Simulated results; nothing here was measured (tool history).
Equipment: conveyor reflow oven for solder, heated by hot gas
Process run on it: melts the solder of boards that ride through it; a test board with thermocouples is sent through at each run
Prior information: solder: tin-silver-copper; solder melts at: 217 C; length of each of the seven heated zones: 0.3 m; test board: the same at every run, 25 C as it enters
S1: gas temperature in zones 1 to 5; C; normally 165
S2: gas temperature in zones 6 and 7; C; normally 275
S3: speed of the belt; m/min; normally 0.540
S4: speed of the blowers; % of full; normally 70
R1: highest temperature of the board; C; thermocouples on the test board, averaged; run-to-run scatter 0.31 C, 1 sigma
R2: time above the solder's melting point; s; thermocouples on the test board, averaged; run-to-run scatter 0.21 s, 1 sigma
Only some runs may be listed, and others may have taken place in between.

| run | day | S1 | S2 | S3 | S4 | R1 | R2 |
|---|---|---|---|---|---|---|---|
| 1 | 0.000 | 165 | 275 | 0.540 | 70 | 260.4 | 52.8 |
| 2 | 0.379 | 165 | 275 | 0.540 | 70 | 261.1 | 52.6 |
| 3 | 0.767 | 165 | 275 | 0.540 | 70 | 261.2 | 52.3 |
| 4 | 1.021 | 165 | 275 | 0.540 | 70 | 260.8 | 52.5 |
| 5 | 1.521 | 152 | 275 | 0.540 | 70 | 258.3 | 48.4 |
| 6 | 1.996 | 165 | 275 | 0.540 | 70 | 261.1 | 52.4 |
| 7 | 2.262 | 172 | 275 | 0.540 | 70 | 261.2 | 55.1 |
| 8 | 2.629 | 172 | 275 | 0.540 | 70 | 261.8 | 55.1 |
| 9 | 3.088 | 165 | 275 | 0.540 | 58 | 258.0 | 50.6 |
| 10 | 3.346 | 165 | 275 | 0.540 | 58 | 258.1 | 51.1 |
| 11 | 3.688 | 165 | 275 | 0.540 | 58 | 257.9 | 51.1 |
| 12 | 4.171 | 165 | 275 | 0.546 | 70 | 259.6 | 51.7 |
| 13 | 4.650 | 165 | 275 | 0.540 | 70 | 260.1 | 52.4 |
| 14 | 4.879 | 165 | 275 | 0.540 | 70 | 260.6 | 52.8 |
| 15 | 5.183 | 165 | 275 | 0.540 | 70 | 260.3 | 52.4 |
| 16 | 5.392 | 165 | 284 | 0.540 | 70 | 267.7 | 56.1 |
| 17 | 5.683 | 165 | 284 | 0.454 | 90 | 276.6 | 71.2 |
| 18 | 5.983 | 154 | 280 | 0.454 | 72 | 269.9 | 65.3 |
| 19 | 6.479 | 179 | 271 | 0.540 | 70 | 259.0 | 55.6 |
| 20 | 6.971 | 159 | 271 | 0.487 | 82 | 260.7 | 57.3 |
| 21 | 7.433 | 151 | 283 | 0.540 | 72 | 266.4 | 51.6 |
| 22 | 7.854 | 151 | 283 | 0.452 | 52 | 268.4 | 63.4 |
| 23 | 8.171 | 170 | 277 | 0.452 | 52 | 265.0 | 67.0 |
| 24 | 8.604 | 165 | 287 | 0.540 | 63 | 269.2 | 56.3 |
| 25 | 8.917 | 165 | 275 | 0.540 | 72 | 260.8 | 52.2 |
| 26 | 9.229 | 160 | 270 | 0.470 | 72 | 259.5 | 59.0 |
| 27 | 9.575 | 173 | 275 | 0.619 | 70 | 256.2 | 44.7 |
| 28 | 9.812 | 165 | 271 | 0.506 | 67 | 258.1 | 54.8 |
| 29 | 10.142 | 165 | 271 | 0.506 | 67 | 258.0 | 54.7 |
| 30 | 10.621 | 170 | 271 | 0.453 | 67 | 261.2 | 65.8 |
| 31 | 11.042 | 170 | 271 | 0.453 | 67 | 261.4 | 65.7 |

Results per run with the tool's hidden condition removed, run-to-run variation unchanged:
Hidden state at play: heat that the gas passes to the board, % of a clean oven's; belt's true speed, % of the reading; true gas temperature in zones 6 and 7 over the reading, C; drift of the gauge itself on peak_c, C; drift of the gauge itself on liquid_s, %.
| run | R1 | R2 |
|---|---|---|
| 1 | 259.5 | 52.4 |
| 2 | 260.3 | 52.1 |
| 3 | 260.4 | 51.9 |
| 4 | 260.0 | 52.1 |
| 5 | 257.7 | 48.1 |
| 6 | 260.5 | 52.1 |
| 7 | 260.5 | 54.8 |
| 8 | 261.2 | 54.8 |
| 9 | 257.4 | 50.3 |
| 10 | 257.6 | 50.8 |
| 11 | 257.4 | 50.9 |
| 12 | 259.2 | 51.6 |
| 13 | 259.7 | 52.2 |
| 14 | 260.2 | 52.7 |
| 15 | 260.0 | 52.3 |
| 16 | 267.5 | 55.9 |
| 17 | 276.1 | 71.0 |
| 18 | 269.5 | 65.2 |
| 19 | 258.7 | 55.5 |
| 20 | 260.4 | 57.3 |
| 21 | 266.6 | 51.7 |
| 22 | 268.1 | 63.3 |
| 23 | 264.6 | 66.7 |
| 24 | 269.2 | 56.3 |
| 25 | 260.8 | 52.3 |
| 26 | 259.3 | 59.1 |
| 27 | 256.6 | 45.0 |
| 28 | 258.1 | 55.0 |
| 29 | 258.0 | 54.8 |
| 30 | 260.9 | 65.7 |
| 31 | 261.2 | 65.7 |

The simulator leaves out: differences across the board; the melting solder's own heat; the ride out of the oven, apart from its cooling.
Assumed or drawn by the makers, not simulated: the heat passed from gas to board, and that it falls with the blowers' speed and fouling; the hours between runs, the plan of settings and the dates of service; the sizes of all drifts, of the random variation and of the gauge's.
